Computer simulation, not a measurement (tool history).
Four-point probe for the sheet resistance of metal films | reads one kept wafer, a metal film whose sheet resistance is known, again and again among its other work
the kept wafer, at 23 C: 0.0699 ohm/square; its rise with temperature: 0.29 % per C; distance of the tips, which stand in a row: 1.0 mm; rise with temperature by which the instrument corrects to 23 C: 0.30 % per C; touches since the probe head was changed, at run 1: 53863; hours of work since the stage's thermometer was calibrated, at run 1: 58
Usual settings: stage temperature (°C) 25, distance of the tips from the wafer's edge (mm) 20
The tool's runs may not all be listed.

run	hour	stage temperature (°C)	distance of the tips from the wafer's edge (mm)	touches since the probe head was changed	hours of work since the stage's thermometer was calibrated	sheet resistance as the instrument gives it (ohm/square)
1	0	25	20	53863	58	0.070234
2	107.6	25	20	56944	119	0.070241
3	226.2	25	20	60342	185	0.070231
4	278.8	25	20	61847	215	0.070217
5	386.2	25	17	64921	275	0.070279
6	508.1	25	59	68413	343	0.070116
7	568.1	25	59	70131	376	0.070101
8	662.2	25	59	72824	429	0.07011
9	781.9	19	7	76252	496	0.070884
10	873	25	25	78861	547	0.070113
11	930.8	31	37	80517	580	0.070045

5 ways to go on from here, each from the tool as it stands after run 11. What would each give?
A	1051.3	33	20	83966	647	?
B	1051.3	30	17	83966	647	?
C	1051.3	25	12	83966	647	?
D	1051.3	25	9	83966	647	?
E	1051.3	20	28	83966	647	?

run	sheet resistance as the instrument gives it (ohm/square)
A	0.070093
B	0.070136
C	0.070322
D	0.070519
E	0.070142
Without the tool's hidden state the same runs would have given:
run	sheet resistance as the instrument gives it (ohm/square)
A	0.069929
B	0.069973
C	0.070158
D	0.070355
E	0.069979
